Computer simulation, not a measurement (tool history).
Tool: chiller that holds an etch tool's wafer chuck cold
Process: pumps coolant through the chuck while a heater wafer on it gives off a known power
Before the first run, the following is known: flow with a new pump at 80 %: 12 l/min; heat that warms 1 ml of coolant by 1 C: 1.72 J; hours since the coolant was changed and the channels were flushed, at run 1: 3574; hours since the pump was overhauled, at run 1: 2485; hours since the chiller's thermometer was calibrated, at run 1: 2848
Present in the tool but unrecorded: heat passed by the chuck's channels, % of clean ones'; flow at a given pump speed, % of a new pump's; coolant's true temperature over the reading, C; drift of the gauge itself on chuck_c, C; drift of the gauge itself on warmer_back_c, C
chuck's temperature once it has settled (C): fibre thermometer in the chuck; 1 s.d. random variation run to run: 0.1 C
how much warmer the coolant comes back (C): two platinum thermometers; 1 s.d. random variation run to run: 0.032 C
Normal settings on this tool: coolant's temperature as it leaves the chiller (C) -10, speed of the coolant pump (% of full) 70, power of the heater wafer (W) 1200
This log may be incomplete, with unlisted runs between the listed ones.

| run | hour | coolant's temperature as it leaves the chiller (C) | speed of the coolant pump (% of full) | power of the heater wafer (W) | hours since the coolant was changed and the channels were flushed | hours since the pump was overhauled | hours since the chiller's thermometer was calibrated | chuck's temperature once it has settled (C) | how much warmer the coolant comes back (C) |
|---|---|---|---|---|---|---|---|---|---|
| 1 | 0 | -10 | 70 | 1200 | 3574 | 2485 | 2848 | -1.1 | 4.03 |
| 2 | 135.8 | -10 | 70 | 1200 | 3709 | 2621 | 2984 | -1.1 | 4.05 |
| 3 | 225.1 | -10 | 70 | 1200 | 3799 | 2710 | 3073 | -1.3 | 4.04 |
| 4 | 313.2 | -10 | 70 | 1200 | 3887 | 2798 | 3161 | -1.3 | 4.03 |
| 5 | 404.1 | -10 | 70 | 1200 | 3978 | 2889 | 3252 | -1.1 | 4.01 |
|  | 419 | coolant changed, channels flushed |
| 6 | 473 | -10 | 70 | 1200 | 54 | 2952 | 3315 | -1.1 | 3.97 |
| 7 | 571.1 | -10 | 70 | 1200 | 152 | 3050 | 3413 | -1.1 | 4 |
| 8 | 674.1 | -10 | 70 | 1200 | 255 | 3153 | 3516 | -1.1 | 4.05 |
| 9 | 791.3 | -10 | 70 | 1200 | 372 | 3270 | 3633 | -1.2 | 4.04 |
| 10 | 881.3 | -10 | 70 | 1200 | 462 | 3360 | 3723 | -1.3 | 4.03 |
| 11 | 965.4 | -11 | 70 | 1200 | 546 | 3444 | 3807 | -2 | 4 |
| 12 | 1036.2 | -10 | 70 | 1319 | 617 | 3515 | 3878 | -0.3 | 4.49 |
| 13 | 1161.4 | -4 | 70 | 1200 | 742 | 3640 | 4003 | 4.7 | 4.07 |
| 14 | 1244 | -10 | 71 | 1200 | 825 | 3723 | 4086 | -1.3 | 3.97 |
| 15 | 1312.9 | -10 | 71 | 1200 | 894 | 3792 | 4155 | -1.5 | 3.87 |
| 16 | 1421.7 | -14 | 70 | 702 | 1003 | 3901 | 4263 | -8.9 | 2.36 |
| 17 | 1485 | -14 | 70 | 1124 | 1066 | 3964 | 4327 | -5.8 | 3.81 |
| 18 | 1620.6 | -12 | 97 | 1377 | 1202 | 4099 | 4462 | -4.1 | 3.27 |
| 19 | 1711.6 | -12 | 97 | 1377 | 1293 | 4190 | 4553 | -4 | 3.22 |
|  | 1725 | chiller's thermometer calibrated |
| 20 | 1830.3 | -12 | 65 | 1036 | 1410 | 4308 | 105 | -4 | 3.77 |
| 21 | 1962.3 | -12 | 65 | 1036 | 1542 | 4440 | 237 | -4 | 3.74 |
| 22 | 2062.7 | -12 | 65 | 1036 | 1643 | 4540 | 338 | -3.9 | 3.81 |
| 23 | 2186.6 | -12 | 65 | 1036 | 1767 | 4664 | 462 | -4 | 3.76 |
| 24 | 2302.6 | -12 | 65 | 1760 | 1883 | 4780 | 578 | 1.6 | 6.41 |
| 25 | 2359.9 | -13 | 85 | 1458 | 1940 | 4838 | 635 | -3.5 | 3.99 |
| 26 | 2436.3 | -10 | 72 | 999 | 2016 | 4914 | 711 | -2.7 | 3.23 |
| 27 | 2560.6 | -8 | 72 | 1547 | 2141 | 5038 | 836 | 2.9 | 5.02 |
|  | 2587.7 | coolant pump overhauled |
| 28 | 2687.4 | -19 | 72 | 1547 | 2262 | 100 | 957 | -7.8 | 5.05 |
| 29 | 2795.3 | -19 | 61 | 1245 | 2370 | 208 | 1065 | -8.9 | 4.83 |
| 30 | 2870.9 | -12 | 83 | 932 | 2446 | 283 | 1141 | -5.8 | 2.58 |

What if the next run were any one of these 3? Each begins from the tool's condition after run 30:
| A | 2986.9 | -11 | 70 | 767 | 2562 | 399 | 1257 | ? | ? |
| B | 2986.9 | -10 | 70 | 1694 | 2562 | 399 | 1257 | ? | ? |
| C | 2986.9 | -8 | 81 | 683 | 2562 | 399 | 1257 | ? | ? |

| run | chuck's temperature once it has settled (C) | how much warmer the coolant comes back (C) |
|---|---|---|
| A | -5.4 | 2.58 |
| B | 2.5 | 5.61 |
| C | -3.5 | 1.95 |
The same runs, with their run-to-run variation unchanged, on a tool lacking any hidden condition would have given:
| run | chuck's temperature once it has settled (C) | how much warmer the coolant comes back (C) |
|---|---|---|
| A | -5.4 | 2.58 |
| B | 2.5 | 5.61 |
| C | -3.5 | 1.95 |

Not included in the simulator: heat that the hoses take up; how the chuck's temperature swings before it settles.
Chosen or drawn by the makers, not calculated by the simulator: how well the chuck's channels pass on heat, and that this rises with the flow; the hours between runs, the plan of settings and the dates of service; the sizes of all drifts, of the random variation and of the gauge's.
